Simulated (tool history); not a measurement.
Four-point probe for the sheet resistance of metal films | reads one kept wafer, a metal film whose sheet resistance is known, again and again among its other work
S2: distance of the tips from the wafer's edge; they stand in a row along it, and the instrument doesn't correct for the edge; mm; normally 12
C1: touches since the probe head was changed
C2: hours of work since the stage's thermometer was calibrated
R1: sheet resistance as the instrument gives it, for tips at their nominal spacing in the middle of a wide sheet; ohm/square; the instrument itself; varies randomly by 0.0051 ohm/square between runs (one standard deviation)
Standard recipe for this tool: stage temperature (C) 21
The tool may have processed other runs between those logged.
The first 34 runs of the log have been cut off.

At hour 2293.1: new probe head fitted.
Run 35, hour 2338.7: usual settings but stage temperature (C) 20, S2 44 mm; C1 1521; C2 1120. Result: R1 25.401752 ohm/square.
Run 36, hour 2390.4: usual settings but stage temperature (C) 31, S2 64 mm; C1 3247; C2 1147. Result: R1 25.212898 ohm/square.
Run 37, hour 2479.1: usual settings but stage temperature (C) 20, S2 17 mm; C1 6210; C2 1194. Result: R1 25.429070 ohm/square.
Run 38, hour 2533.5: usual settings but stage temperature (C) 30, S2 36 mm; C1 8025; C2 1223. Result: R1 25.235164 ohm/square.
Run 39, hour 2597.4: usual settings but stage temperature (C) 22, S2 3 mm; C1 10158; C2 1257. Result: R1 26.774636 ohm/square.
Run 40, hour 2634.5: usual settings but stage temperature (C) 28, S2 73 mm; C1 11400; C2 1277. Result: R1 25.244317 ohm/square.
Run 41, hour 2716.2: usual settings but stage temperature (C) 34, S2 5 mm; C1 14127; C2 1321. Result: R1 25.678536 ohm/square.
Run 42, hour 2799.9: usual settings but stage temperature (C) 24, S2 11 mm; C1 16920; C2 1365. Result: R1 25.414905 ohm/square.
Run 43, hour 2859.2: usual settings but stage temperature (C) 28, S2 10 mm; C1 18901; C2 1397. Result: R1 25.363672 ohm/square.
Run 44, hour 2931.2: usual settings but stage temperature (C) 28, S2 10 mm; C1 21305; C2 1435. Result: R1 25.359597 ohm/square.
Run 45, hour 2977.2: usual settings but stage temperature (C) 23, S2 29 mm; C1 22841; C2 1459. Result: R1 25.322404 ohm/square.

Predict each of these 4 candidate next runs independently; none follows another, all start after run 45:
Run A, hour 3064.8: usual settings but S2 4 mm; C1 25765; C2 1506. Result: R1 ?.
Run B, hour 3064.8: usual settings but stage temperature (C) 23, S2 4 mm; C1 25765; C2 1506. Result: R1 ?.
Run C, hour 3064.8: usual settings but stage temperature (C) 23, S2 25 mm; C1 25765; C2 1506. Result: R1 ?.
Run D, hour 3064.8: usual settings but stage temperature (C) 26, S2 6 mm; C1 25765; C2 1506. Result: R1 ?.

run         R1
  A  26.165943
  B  26.124985
  C  25.322401
  D  25.632839
With no hidden state in the tool, these same runs would have given:
run         R1
  A  26.249196
  B  26.208019
  C  25.403053
  D  25.714278
